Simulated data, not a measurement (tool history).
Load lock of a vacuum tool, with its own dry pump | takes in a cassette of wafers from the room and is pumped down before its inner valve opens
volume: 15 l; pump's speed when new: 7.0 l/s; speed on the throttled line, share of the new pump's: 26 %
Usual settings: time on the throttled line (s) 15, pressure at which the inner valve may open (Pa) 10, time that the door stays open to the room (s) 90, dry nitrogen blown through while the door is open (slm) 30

run	day	time on the throttled line (s)	pressure at which the inner valve may open (Pa)	time that the door stays open to the room (s)	dry nitrogen blown through while the door is open (slm)	incoming humidity of the room's air, %	time from the closed door until the inner valve may open (s)	rise of the pressure with all valves shut (Pa/min)
1	0	15	10	90	30	44.6	31.4	0.095
2	2.4	15	8	90	30	42.8	32	0.092
3	5.6	15	10	90	30	46.4	31.3	0.098
4	10.158	15	10	90	30	45.9	31.5	0.097
5	12.354	15	10	90	30	44	31.9	0.103
6	16.683	15	10	90	30	44.8	32	0.099
7	19.296	15	10	90	30	46.5	31.6	0.101
8	21.796	15	10	90	30	45.8	31.5	0.106
9	23.958	15	10	128	30	45.8	31.9	0.113
10	29.221	25	10	128	30	43.3	39	0.114
11	33.392	15	13	90	30	43.9	31.6	0.103
12	36.329	15	13	90	30	47.1	31.1	0.107
13	40.708	15	13	90	30	41.8	30.9	0.103
14	44.521	15	13	90	30	45.4	31	0.108
15	47.092	15	13	90	30	44.4	31.1	0.104
16	50.8	15	13	90	30	42.6	31.1	0.11
17	53.05	15	13	90	30	44.6	31.1	0.11
18	57.812	15	13	90	30	43.1	31.3	0.111
19	60.029	15	13	90	30	47.5	31.3	0.113
20	62.571	11	9	97	33	44.8	29.5	0.11
21	65.012	11	11	34	33	45.8	28.6	0.096

Forecast run 22:
22	69.075	11	11	34	33	46.4	?	?

Run 22 gave time from the closed door until the inner valve may open (s) 28.7, rise of the pressure with all valves shut (Pa/min) 0.097.
Without the tool's hidden state the same run would have given time from the closed door until the inner valve may open (s) 27.9, rise of the pressure with all valves shut (Pa/min) 0.027.
